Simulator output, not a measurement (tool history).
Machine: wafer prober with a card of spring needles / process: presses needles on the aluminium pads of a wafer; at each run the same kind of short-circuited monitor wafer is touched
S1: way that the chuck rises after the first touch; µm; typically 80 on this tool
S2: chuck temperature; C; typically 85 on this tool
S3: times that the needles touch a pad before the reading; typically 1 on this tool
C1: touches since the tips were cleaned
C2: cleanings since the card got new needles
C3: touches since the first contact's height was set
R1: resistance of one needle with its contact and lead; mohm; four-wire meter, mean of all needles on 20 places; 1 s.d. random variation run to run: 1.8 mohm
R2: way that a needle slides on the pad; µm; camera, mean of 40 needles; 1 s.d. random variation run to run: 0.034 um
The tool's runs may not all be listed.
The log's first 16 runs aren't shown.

run    hour  S1   S2  S3    C1  C2      C3   R1     R2
 17   542.3  68   85   1  7316  45  170276  190  10.55
      547.5  -- tips cleaned on abrasive film
 18   582.5  68   85   1  5837  46  176968  194  10.55
      595.4  -- tips cleaned on abrasive film
 19   602.4  68   85   1  1171  47  180273  191  10.61
 20   633.6  68   85   1  6374  47  185476  189  10.64
      644.8  -- tips cleaned on abrasive film
      667.7  -- gauge calibrated
 21   672.4  80  106   1  4597  48  191922  194  12.11
      692.4  -- tips cleaned on abrasive film
 22   716.7  73   96   2  4050  49  199296  193  11.13
      740.2  -- tips cleaned on abrasive film
 23   760.7  69   96   3  3411  50  206605  192  10.55
      788.9  -- tips cleaned on abrasive film
 24   798.6  80   95   1  1612  51  212908  190  12.19
 25   818.6  80   95   1  4949  51  216245  191  12.30
      833.9  -- height of the first contact set anew
      836.6  -- tips cleaned on abrasive film
 26   856.3  74  114   1  3286  52    3719  196  11.31
      885.3  -- tips cleaned on abrasive film
 27   899.9  71   29   1  2429  53   10961  176  10.96
 28   928.3  71   29   1  7164  53   15696  178  10.95
      932.7  -- tips cleaned on abrasive film
 29   951.4  80   31   1  3119  54   19529  178  12.26
      979.8  -- tips cleaned on abrasive film
 30   980.8  80   31   1   165  55   24420  180  12.26
 31  1012.9  80   31   1  5519  55   29774  179  12.40
     1028.7  -- tips cleaned on abrasive film
 32  1049.4  83   85   3  3465  56   35844  187  12.84
     1076.7  -- tips cleaned on abrasive film
 33  1082.8  61   99   2  1005  57   41380  193   9.44

Forecast each of these 4 alternatives for the next run:
     1125.6  -- tips cleaned on abrasive film
  A  1125.6  65  42   2   0  58  48512   ?   ?
     1125.6  -- tips cleaned on abrasive film
  B  1125.6  61  52   2   0  58  48512   ?   ?
     1125.6  -- tips cleaned on abrasive film
  C  1125.6  62  99   2   0  58  48512   ?   ?
     1125.6  -- tips cleaned on abrasive film
  D  1125.6  78  63   2   0  58  48512   ?   ?

run   R1     R2
  A  183  10.06
  B  187   9.46
  C  193   9.59
  D  187  12.07
Take away the tool's hidden state, keep each run's random variation, and the runs would have read:
run   R1     R2
  A  183   9.87
  B  187   9.28
  C  193   9.41
  D  187  11.84

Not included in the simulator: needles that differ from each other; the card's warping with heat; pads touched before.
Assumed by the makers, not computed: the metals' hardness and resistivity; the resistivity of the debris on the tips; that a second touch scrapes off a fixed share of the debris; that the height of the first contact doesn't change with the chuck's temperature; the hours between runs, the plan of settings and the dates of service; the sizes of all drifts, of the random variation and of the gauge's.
